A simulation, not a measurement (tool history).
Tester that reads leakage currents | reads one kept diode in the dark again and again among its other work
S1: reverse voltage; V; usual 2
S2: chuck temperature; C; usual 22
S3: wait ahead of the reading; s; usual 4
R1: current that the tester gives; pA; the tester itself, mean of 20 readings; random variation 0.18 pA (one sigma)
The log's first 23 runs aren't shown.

Run 24, day 63.183: usual settings but S1 3.01 V, S2 42 C, S3 5.53 s. Result: R1 415.66 pA.
Run 25, day 66.133: usual settings but S1 14.49 V, S2 25 C, S3 6.68 s. Result: R1 202.79 pA.
Run 26, day 68.867: usual settings but S1 14.49 V, S2 23 C, S3 1.02 s. Result: R1 171.88 pA.
Run 27, day 72.442: usual settings but S1 1.4 V, S2 36 C, S3 1.93 s. Result: R1 190.58 pA.
Run 28, day 76.404: usual settings but S2 38 C, S3 0.84 s. Result: R1 258.86 pA.
Run 29, day 79.504: usual settings but S2 38 C, S3 0.84 s. Result: R1 260.23 pA.
Run 30, day 82.392: usual settings but S2 38 C, S3 0.84 s. Result: R1 260.96 pA.
Run 31, day 85.217: usual settings but S2 38 C, S3 0.84 s. Result: R1 262.59 pA.
Run 32, day 88.125: usual settings but S2 38 C, S3 2.71 s. Result: R1 261.9 pA.
Run 33, day 90.042: usual settings but S2 38 C, S3 2.71 s. Result: R1 262.59 pA.
Run 34, day 92.929: usual settings but S1 4.75 V, S3 0.43 s. Result: R1 100.36 pA.
Run 35, day 95.088: usual settings but S1 4.75 V, S3 0.43 s. Result: R1 100.39 pA.
Run 36, day 97.762: usual settings but S1 4.75 V, S3 0.43 s. Result: R1 101.3 pA.
Run 37, day 100.283: usual settings but S1 10.72 V, S2 40 C, S3 0.59 s. Result: R1 618.18 pA.
Run 38, day 102.812: usual settings but S1 18.95 V, S2 29 C, S3 1.18 s. Result: R1 328.83 pA.
Run 39, day 106.154: usual settings but S1 5.71 V, S2 54 C, S3 4.83 s. Result: R1 1383.01 pA.

4 ways to go on from here, each from the tool as it stands after run 39. What would each give?
Run A, day 109.85: usual settings but S1 4.16 V. Result: R1 ?.
Run B, day 109.85: usual settings but S1 6.19 V, S2 42 C, S3 1.33 s. Result: R1 ?.
Run C, day 109.85: usual settings but S1 1.71 V. Result: R1 ?.
Run D, day 109.85: usual settings but S1 7.83 V, S2 55 C, S3 4.83 s. Result: R1 ?.

run       R1
  A    96.71
  B   581.17
  C    66.17
  D  1686.15
Without the tool's hidden state the same runs would have given:
run      R1
  A   78.48
  B  498.26
  C    54.7
  D    1471
